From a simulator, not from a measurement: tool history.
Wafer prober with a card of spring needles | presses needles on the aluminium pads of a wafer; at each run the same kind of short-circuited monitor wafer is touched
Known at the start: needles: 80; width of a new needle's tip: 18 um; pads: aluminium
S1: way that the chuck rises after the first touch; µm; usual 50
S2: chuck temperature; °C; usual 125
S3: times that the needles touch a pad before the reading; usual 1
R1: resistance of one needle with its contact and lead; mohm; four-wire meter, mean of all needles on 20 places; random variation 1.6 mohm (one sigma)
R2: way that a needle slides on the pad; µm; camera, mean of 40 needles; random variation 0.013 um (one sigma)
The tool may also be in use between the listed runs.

{"run": 1, "hour": 0.0, "S1": 50, "S2": 125, "S3": 1, "R1": 162, "R2": 12.07}
{"run": 2, "hour": 6.2, "S1": 50, "S2": 125, "S3": 1, "R1": 163, "R2": 12.06}
{"run": 3, "hour": 11.1, "S1": 50, "S2": 125, "S3": 1, "R1": 164, "R2": 12.07}
{"run": 4, "hour": 19.2, "S1": 50, "S2": 125, "S3": 1, "R1": 163, "R2": 12.05}
{"run": 5, "hour": 25.3, "S1": 50, "S2": 125, "S3": 1, "R1": 160, "R2": 12.08}
{"run": 6, "hour": 34.5, "S1": 50, "S2": 125, "S3": 1, "R1": 162, "R2": 12.06}
{"run": 7, "hour": 42.6, "S1": 50, "S2": 125, "S3": 2, "R1": 163, "R2": 12.08}
{"run": 8, "hour": 46.6, "S1": 50, "S2": 125, "S3": 2, "R1": 164, "R2": 12.08}
{"run": 9, "hour": 51.6, "S1": 50, "S2": 125, "S3": 2, "R1": 161, "R2": 12.06}
{"run": 10, "hour": 57.4, "S1": 50, "S2": 125, "S3": 2, "R1": 162, "R2": 12.07}
{"run": 11, "hour": 64.2, "S1": 43, "S2": 26, "S3": 2, "R1": 147, "R2": 10.39}
{"run": 12, "hour": 69.0, "S1": 43, "S2": 26, "S3": 2, "R1": 146, "R2": 10.37}
{"run": 13, "hour": 75.2, "S1": 55, "S2": 56, "S3": 2, "R1": 146, "R2": 13.26}
{"run": 14, "hour": 81.7, "S1": 37, "S2": 125, "S3": 1, "R1": 169, "R2": 8.93}
{"run": 15, "hour": 90.0, "S1": 37, "S2": 125, "S3": 1, "R1": 168, "R2": 8.94}
{"run": 16, "hour": 97.0, "S1": 39, "S2": 84, "S3": 3, "R1": 157, "R2": 9.42}
{"run": 17, "hour": 105.2, "S1": 39, "S2": 76, "S3": 3, "R1": 159, "R2": 9.41}
{"run": 18, "hour": 114.0, "S1": 50, "S2": 28, "S3": 3, "R1": 145, "R2": 12.06}
{"run": 19, "hour": 122.9, "S1": 50, "S2": 28, "S3": 3, "R1": 145, "R2": 12.07}

Not shown: 6 entries that the log had between the listed runs. Between which runs, and how does the tool's hidden state differ before and after?
Between runs 3 and 4: tips cleaned on abrasive film (hour 19)
  debris on the tips, nm: 0.4 -> 0
Between runs 6 and 7: tips cleaned on abrasive film (hour 39.4)
  debris on the tips, nm: 0.4 -> 0.2
Between runs 10 and 11: tips cleaned on abrasive film (hour 59.9)
  debris on the tips, nm: 0.5 -> 0.2
Between runs 13 and 14: tips cleaned on abrasive film (hour 80.2)
  debris on the tips, nm: 0.4 -> 0.1
Between runs 16 and 17: tips cleaned on abrasive film (hour 101)
  debris on the tips, nm: 0.5 -> 0.2
Between runs 18 and 19: tips cleaned on abrasive film (hour 121.9)
  debris on the tips, nm: 0.4 -> 0.1
